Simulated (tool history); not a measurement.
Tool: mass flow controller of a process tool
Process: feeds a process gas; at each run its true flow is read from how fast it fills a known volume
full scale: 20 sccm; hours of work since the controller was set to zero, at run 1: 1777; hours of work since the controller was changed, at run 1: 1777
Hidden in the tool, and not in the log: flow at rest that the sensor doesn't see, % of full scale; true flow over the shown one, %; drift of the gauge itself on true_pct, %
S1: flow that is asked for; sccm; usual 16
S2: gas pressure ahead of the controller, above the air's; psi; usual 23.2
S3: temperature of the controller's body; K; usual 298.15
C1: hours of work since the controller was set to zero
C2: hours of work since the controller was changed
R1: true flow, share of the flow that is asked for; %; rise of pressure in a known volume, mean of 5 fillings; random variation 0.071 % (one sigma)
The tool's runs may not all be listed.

run 1 hour=0.0 | S1=16 S2=23.2 S3=298.15 | C1=1777 C2=1777 | R1=100.06
run 2 hour=59.6 | S1=16 S2=23.2 S3=298.15 | C1=1798 C2=1798 | R1=100.08
run 3 hour=178.4 | S1=16 S2=23.2 S3=298.15 | C1=1839 C2=1839 | R1=100.00
run 4 hour=299.4 | S1=16 S2=23.2 S3=298.15 | C1=1882 C2=1882 | R1=100.02
run 5 hour=410.0 | S1=16 S2=23.2 S3=298.15 | C1=1921 C2=1921 | R1=100.09
run 6 hour=536.4 | S1=9 S2=23.2 S3=298.15 | C1=1965 C2=1965 | R1=99.54
run 7 hour=676.8 | S1=9 S2=23.2 S3=298.15 | C1=2014 C2=2014 | R1=99.57
run 8 hour=770.4 | S1=9 S2=23.2 S3=298.15 | C1=2047 C2=2047 | R1=99.66
run 9 hour=833.5 | S1=9 S2=23.2 S3=298.15 | C1=2069 C2=2069 | R1=99.63
run 10 hour=947.9 | S1=9 S2=23.2 S3=298.15 | C1=2109 C2=2109 | R1=99.60
run 11 hour=1045.0 | S1=16 S2=23.2 S3=298.15 | C1=2143 C2=2143 | R1=100.09
run 12 hour=1168.2 | S1=16 S2=23.2 S3=298.15 | C1=2187 C2=2187 | R1=99.98
run 13 hour=1256.0 | S1=16 S2=23.2 S3=298.15 | C1=2217 C2=2217 | R1=100.12
run 14 hour=1358.9 | S1=16 S2=23.2 S3=293.15 | C1=2254 C2=2254 | R1=100.21
run 15 hour=1463.9 | S1=16 S2=23.2 S3=293.15 | C1=2290 C2=2290 | R1=100.28
run 16 hour=1544.8 | S1=16 S2=23.2 S3=293.15 | C1=2319 C2=2319 | R1=100.30
run 17 hour=1672.9 | S1=15 S2=23.2 S3=298.15 | C1=2364 C2=2364 | R1=99.93
run 18 hour=1775.7 | S1=16 S2=23.2 S3=309.15 | C1=2400 C2=2400 | R1=99.67
run 19 hour=1880.2 | S1=16 S2=23.2 S3=309.15 | C1=2436 C2=2436 | R1=99.74
run 20 hour=2005.4 | S1=13 S2=35.2 S3=304.15 | C1=2480 C2=2480 | R1=99.14
run 21 hour=2122.4 | S1=9 S2=23.6 S3=304.15 | C1=2521 C2=2521 | R1=99.27
run 22 hour=2183.6 | S1=4 S2=36.3 S3=307.15 | C1=2543 C2=2543 | R1=98.23
run 23 hour=2257.4 | S1=8 S2=37.1 S3=303.15 | C1=2569 C2=2569 | R1=98.69
run 24 hour=2380.9 | S1=8 S2=37.1 S3=303.15 | C1=2612 C2=2612 | R1=98.64
run 25 hour=2449.3 | S1=8 S2=37.1 S3=303.15 | C1=2636 C2=2636 | R1=98.59
run 26 hour=2533.6 | S1=8 S2=37.1 S3=294.15 | C1=2666 C2=2666 | R1=99.00
run 27 hour=2664.9 | S1=15 S2=27.4 S3=311.15 | C1=2712 C2=2712 | R1=99.16
run 28 hour=2735.3 | S1=15 S2=27.4 S3=311.15 | C1=2736 C2=2736 | R1=99.21
run 29 hour=2875.3 | S1=7 S2=34.8 S3=301.15 | C1=2785 C2=2785 | R1=98.75
run 30 hour=2965.8 | S1=7 S2=31.8 S3=301.15 | C1=2817 C2=2817 | R1=98.92
run 31 hour=3068.3 | S1=18 S2=34.2 S3=298.15 | C1=2853 C2=2853 | R1=99.69
run 32 hour=3181.4 | S1=18 S2=34.2 S3=298.15 | C1=2893 C2=2893 | R1=99.51
run 33 hour=3286.3 | S1=18 S2=34.2 S3=298.15 | C1=2930 C2=2930 | R1=99.62
run 34 hour=3426.3 | S1=5 S2=23.1 S3=306.15 | C1=2979 C2=2979 | R1=98.94
run 35 hour=3509.3 | S1=7 S2=33.9 S3=300.15 | C1=3008 C2=3008 | R1=98.78

5 ways to go on from here, each from the tool as it stands after run 35. What would each give?
run A hour=3604.8 | S1=2 S2=23.2 S3=298.15 | C1=3041 C2=3041 | R1=?
run B hour=3604.8 | S1=7 S2=24.4 S3=300.15 | C1=3041 C2=3041 | R1=?
run C hour=3604.8 | S1=7 S2=30.3 S3=300.15 | C1=3041 C2=3041 | R1=?
run D hour=3604.8 | S1=4 S2=33.9 S3=294.15 | C1=3041 C2=3041 | R1=?
run E hour=3604.8 | S1=12 S2=21.9 S3=304.15 | C1=3041 C2=3041 | R1=?

run=A R1=99.17
run=B R1=99.29
run=C R1=99.01
run=D R1=98.97
run=E R1=99.49
Without the tool's hidden state the same runs would have given:
run=A R1=99.19
run=B R1=99.30
run=C R1=99.02
run=D R1=98.98
run=E R1=99.49

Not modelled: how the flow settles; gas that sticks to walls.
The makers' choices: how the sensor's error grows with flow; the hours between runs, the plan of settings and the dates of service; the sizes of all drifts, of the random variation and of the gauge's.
